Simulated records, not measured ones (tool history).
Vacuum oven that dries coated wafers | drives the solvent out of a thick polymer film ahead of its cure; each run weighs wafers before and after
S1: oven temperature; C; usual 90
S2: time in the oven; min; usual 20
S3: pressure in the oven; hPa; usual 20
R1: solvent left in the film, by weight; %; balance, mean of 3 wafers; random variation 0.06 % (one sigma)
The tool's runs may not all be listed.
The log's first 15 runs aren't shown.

run	day	S1	S2	S3	R1
16	5.325	90	13	16.2	4.6
17	5.829	90	13	16.2	4.62
18	6.262	90	13	16.2	4.61
19	6.504	100	31	16.2	1.34
20	6.817	90	26	41.2	5.23
21	7.192	90	34	52.2	6.32
22	7.758	90	17	20	3.89
23	8.117	90	28	12.6	1.86
24	8.625	90	28	12.6	1.85
25	9.129	90	28	12.6	1.81
26	9.392	92	20	46.8	5.77
27	9.804	97	12	44	5.04
28	10.225	90	23	20	3.03
29	10.683	94	21	20	2.39
30	11.246	94	21	20	2.45
31	11.633	87	21	20.2	4.14
32	12.029	90	20	11	2.43
33	12.433	90	20	11	2.32
34	12.9	90	20	11	2.3
35	13.221	78	27	11	5.13

4 ways to go on from here, each from the tool as it stands after run 35. What would each give?
A	13.588	98	10	26.3	?
B	13.588	77	27	69.2	?
C	13.588	103	20	23.7	?
D	13.588	90	19	20	?

run	R1
A	3.94
B	15.03
C	1.75
D	3.55
Without the tool's hidden state the same runs would have given:
run	R1
A	3.95
B	15.03
C	1.75
D	3.55
